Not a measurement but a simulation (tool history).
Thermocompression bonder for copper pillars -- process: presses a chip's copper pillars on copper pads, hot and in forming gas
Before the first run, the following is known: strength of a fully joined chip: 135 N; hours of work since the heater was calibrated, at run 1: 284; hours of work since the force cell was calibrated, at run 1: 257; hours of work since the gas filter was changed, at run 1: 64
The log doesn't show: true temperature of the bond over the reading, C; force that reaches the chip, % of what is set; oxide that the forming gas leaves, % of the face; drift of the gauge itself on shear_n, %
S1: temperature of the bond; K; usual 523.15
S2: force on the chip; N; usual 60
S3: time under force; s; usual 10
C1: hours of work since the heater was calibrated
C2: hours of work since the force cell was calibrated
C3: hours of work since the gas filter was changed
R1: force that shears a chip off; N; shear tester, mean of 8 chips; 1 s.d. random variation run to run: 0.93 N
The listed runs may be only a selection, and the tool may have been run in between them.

run	hour	S1	S2	S3	C1	C2	C3	R1
1	0	523.15	60	10	284	257	64	76.9
2	5	523.15	60	10	287	260	67	78.5
3	14.5	523.15	60	10	293	266	73	75.8
4	21.6	523.15	60	10	298	271	78	77.5
5	25.7	523.15	38	10	301	274	81	54.4
6	31.1	523.15	38	10	304	277	84	53.8
7	39	523.15	38	10	309	282	89	54.4
8	44.6	523.15	38	10	313	286	93	54.4
9	49.6	523.15	38	10	316	289	96	55
10	59.6	523.15	38	10	323	296	103	56.1
11	65.3	523.15	38	10	327	300	107	54
12	70.4	523.15	60	10	330	303	110	75.6
13	74.6	523.15	60	10	333	306	113	77.2
14	82.1	523.15	60	10	338	311	118	75.8
15	89.7	523.15	60	10	343	316	123	76.1
16	97.8	523.15	60	10	348	321	128	76.6
17	104.3	523.15	60	10	352	325	132	77
18	113.8	532.15	60	10	359	332	139	84.5
19	123.7	523.15	60	10	365	338	145	77.3
20	129.3	553.15	60	10	369	342	149	100.2
21	139.1	553.15	60	10	375	348	155	101.6
22	148.8	517.15	60	10	382	355	162	70.7
23	159	511.15	77	10	388	361	168	78.2
24	166.1	504.15	70	24	393	366	173	86.6
25	173	526.15	38	5	398	371	178	41.9
26	179.5	498.15	69	21	402	375	182	77.3
27	185.7	509.15	69	5	406	379	186	55.3
28	191.1	520.15	61	5	409	383	189	58
29	197.7	520.15	61	12	414	387	194	78.1
30	201.9	544.15	56	30	416	390	197	112.9
31	207.4	544.15	56	30	420	393	200	111.6
32	216.2	517.15	66	10	426	399	206	74.6
33	221.8	517.15	66	10	430	403	210	72.5
34	226.3	517.15	66	10	433	406	213	74.2
35	232.1	533.15	66	10	436	409	216	87.4
36	237.8	533.15	66	10	440	413	220	88.9
37	245.5	533.15	66	10	445	418	225	88.5
38	252	523.15	60	6	449	423	230	63.7
39	261	527.15	60	14	455	428	235	86.5
40	266.8	531.15	45	10	459	432	239	65.9

Predict each of these 3 candidate next runs independently; none follows another, all start after run 40:
A	271.8	531.15	57	11	462	436	243	?
B	271.8	531.15	74	10	462	436	243	?
C	271.8	531.15	38	10	462	436	243	?

run	R1
A	81
B	93.7
C	59.4
What these runs would have given with no unlogged condition in the tool:
run	R1
A	86.6
B	99.7
C	64
